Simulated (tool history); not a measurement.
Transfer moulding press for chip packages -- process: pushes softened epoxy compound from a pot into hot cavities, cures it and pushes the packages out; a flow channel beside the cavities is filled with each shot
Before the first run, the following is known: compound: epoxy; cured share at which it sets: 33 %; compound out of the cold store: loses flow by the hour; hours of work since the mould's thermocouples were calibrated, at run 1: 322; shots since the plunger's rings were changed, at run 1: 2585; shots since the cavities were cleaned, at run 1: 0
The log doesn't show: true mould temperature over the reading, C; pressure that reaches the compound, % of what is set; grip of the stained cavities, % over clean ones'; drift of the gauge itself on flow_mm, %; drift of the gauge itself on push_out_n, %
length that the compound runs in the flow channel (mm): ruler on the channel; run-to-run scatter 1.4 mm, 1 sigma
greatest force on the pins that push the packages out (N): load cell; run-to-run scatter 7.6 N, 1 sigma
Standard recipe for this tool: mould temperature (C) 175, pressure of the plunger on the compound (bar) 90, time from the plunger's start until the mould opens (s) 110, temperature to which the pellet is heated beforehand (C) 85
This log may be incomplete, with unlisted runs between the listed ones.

run   hour  mould temperature (C)  pressure of the plunger on the compound (bar)  time from the plunger's start until the mould opens (s)  temperature to which the pellet is heated beforehand (C)  hours of work since the mould's thermocouples were calibrated  shots since the plunger's rings were changed  shots since the cavities were cleaned  incoming compound's hours out of the cold store  length that the compound runs in the flow channel (mm)  greatest force on the pins that push the packages out (N)
  1      0                    175                                             90                                                      110                                                        85                                                            322                                          2585                                      0                                              9.9                                                     591                                                        332
  2      7                    175                                             90                                                      110                                                        85                                                            327                                          2649                                     64                                             42.5                                                     546                                                        313
  3     17                    175                                             90                                                      110                                                        85                                                            332                                          2739                                    154                                             34.8                                                     557                                                        318
  4   32.6                    175                                             90                                                      110                                                        85                                                            341                                          2881                                    296                                             10.1                                                     592                                                        328
      38.7  -- plunger's sealing rings changed
  5   51.5                    175                                             90                                                      110                                                        85                                                            351                                           117                                    446                                             32.2                                                     559                                                        314
  6     67                    178                                             90                                                      110                                                        85                                                            360                                           257                                    586                                             39.5                                                     542                                                        307
      72.1  -- cavities cleaned with cleaning compound and waxed
  7     76                    178                                             90                                                      110                                                        85                                                            364                                           325                                     35                                             35.1                                                     548                                                        306
  8   87.8                    178                                             90                                                      110                                                        85                                                            371                                           433                                    143                                             32.8                                                     551                                                        305
  9  102.9                    178                                             90                                                      110                                                        85                                                            379                                           570                                    280                                             18.9                                                     571                                                        306
 10  118.6                    178                                             90                                                      141                                                        85                                                            389                                           713                                    423                                             14.8                                                     580                                                        287
 11  128.8                    175                                             90                                                      110                                                        85                                                            394                                           806                                    516                                               22                                                     574                                                        327
 12  136.6                    175                                             90                                                      110                                                        85                                                            399                                           877                                    587                                             23.5                                                     572                                                        326
     141.6  -- cavities cleaned with cleaning compound and waxed
     156.2  -- mould's thermocouples calibrated
 13  156.8                    175                                             90                                                      110                                                        85                                                              0                                          1028                                    119                                             47.9                                                     537                                                        324
 14  164.5                    175                                             90                                                      110                                                        85                                                              5                                          1098                                    189                                             38.2                                                     553                                                        338
 15  173.7                    182                                             90                                                      146                                                        90                                                             10                                          1182                                    273                                             13.2                                                     570                                                        285
 16  186.1                    177                                             90                                                      110                                                        85                                                             17                                          1295                                    386                                             19.1                                                     574                                                        320
 17  198.4                    174                                             90                                                      117                                                        85                                                             24                                          1407                                    498                                             35.1                                                     557                                                        319
     213.2  -- cavities cleaned with cleaning compound and waxed
 18  213.9                    175                                             90                                                       99                                                        85                                                             32                                          1534                                      6                                             11.2                                                     592                                                        387
 19  225.9                    175                                             90                                                       99                                                        85                                                             39                                          1643                                    115                                             22.8                                                     574                                                        376
 20  232.9                    175                                           94.1                                                      127                                                        85                                                             43                                          1707                                    179                                             20.6                                                     588                                                        303
 21  243.4                    175                                           94.1                                                      127                                                        85                                                             49                                          1803                                    275                                             41.7                                                     560                                                        293
 22  251.1                    175                                           94.1                                                      127                                                        85                                                             54                                          1873                                    345                                             39.8                                                     563                                                        310
 23  263.9                    175                                           94.1                                                      127                                                        85                                                             61                                          1989                                    461                                             23.7                                                     583                                                        294
 24  276.6                    175                                             95                                                      131                                                        78                                                             69                                          2105                                    577                                             21.8                                                     589                                                        295
     283.1  -- cavities cleaned with cleaning compound and waxed
 25  291.2                    175                                             95                                                      131                                                        78                                                             76                                          2224                                     74                                             44.8                                                     557                                                        301
 26  307.2                    182                                             95                                                       97                                                        78                                                             85                                          2369                                    219                                             33.3                                                     559                                                        306
 27  319.4                    175                                           77.1                                                       93                                                        85                                                             92                                          2481                                    331                                             21.1                                                     532                                                        437
 28  330.6                    175                                           77.1                                                       93                                                        85                                                             99                                          2582                                    432                                             21.3                                                     529                                                        441

Describe how what the log doesn't record of the tool's condition differs between the last listed run preceding each entry between runs and the first listed run following it.
In the gap between runs 4 and 5: plunger's sealing rings changed (hour 38.7)
  true mould temperature over the reading, C: 0.04 -> 0.05; pressure that reaches the compound, % of what is set: 99.8 -> 99.98; grip of the stained cavities, % over clean ones': 1.1 -> 1.5
In the gap between runs 6 and 7: cavities cleaned with cleaning compound and waxed (hour 72.1)
  pressure that reaches the compound, % of what is set: 99.97 -> 99.96; grip of the stained cavities, % over clean ones': 1.8 -> 0.2
In the gap between runs 12 and 13: cavities cleaned with cleaning compound and waxed (hour 141.6); mould's thermocouples calibrated (hour 156.2)
  true mould temperature over the reading, C: 0.05 -> -0.01; pressure that reaches the compound, % of what is set: 99.93 -> 99.92; grip of the stained cavities, % over clean ones': 1.8 -> 0.7
In the gap between runs 17 and 18: cavities cleaned with cleaning compound and waxed (hour 213.2)
  pressure that reaches the compound, % of what is set: 99.89 -> 99.88; grip of the stained cavities, % over clean ones': 1.7 -> 0.2
In the gap between runs 24 and 25: cavities cleaned with cleaning compound and waxed (hour 283.1)
  grip of the stained cavities, % over clean ones': 1.9 -> 0.4
